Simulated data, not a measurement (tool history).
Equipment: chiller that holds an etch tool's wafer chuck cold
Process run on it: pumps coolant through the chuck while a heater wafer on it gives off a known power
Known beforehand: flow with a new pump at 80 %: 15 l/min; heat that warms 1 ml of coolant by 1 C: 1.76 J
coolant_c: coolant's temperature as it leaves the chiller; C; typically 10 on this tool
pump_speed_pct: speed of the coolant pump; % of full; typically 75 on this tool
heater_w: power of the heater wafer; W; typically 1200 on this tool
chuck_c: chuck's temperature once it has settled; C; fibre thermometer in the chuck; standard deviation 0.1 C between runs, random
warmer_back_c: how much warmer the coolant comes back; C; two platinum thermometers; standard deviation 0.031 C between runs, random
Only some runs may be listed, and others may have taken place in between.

run	day	coolant_c	pump_speed_pct	heater_w	chuck_c	warmer_back_c
1	0	10	75	1200	24.2	3.08
2	2.775	10	75	1200	24.4	3.05
3	5.367	10	75	1200	24.4	3.13
4	7.583	10	72	1200	24.6	3.21
5	9.1	10	75	1200	24.5	3.08
6	10.404	10	75	1200	24.6	3.08
7	11.812	10	75	1200	24.6	3.08
8	14.525	7	95	1716	25.2	3.47
9	15.867	1	61	767	11.6	2.44
10	17.308	1	90	709	8.9	1.54
11	19.829	9	90	643	16.3	1.37
12	21.504	9	90	1532	26	3.24

3 options for the next run, each taken on its own from the tool as it stands now. Forecast them:
A	23.646	9	82	1532	?	?
B	23.646	9	90	654	?	?
C	23.646	10	64	866	?	?

run	chuck_c	warmer_back_c
A	27	3.66
B	16.6	1.44
C	21.8	2.65
Without the tool's hidden state the same runs would have given:
run	chuck_c	warmer_back_c
A	24.6	3.42
B	15.5	1.35
C	20.2	2.48

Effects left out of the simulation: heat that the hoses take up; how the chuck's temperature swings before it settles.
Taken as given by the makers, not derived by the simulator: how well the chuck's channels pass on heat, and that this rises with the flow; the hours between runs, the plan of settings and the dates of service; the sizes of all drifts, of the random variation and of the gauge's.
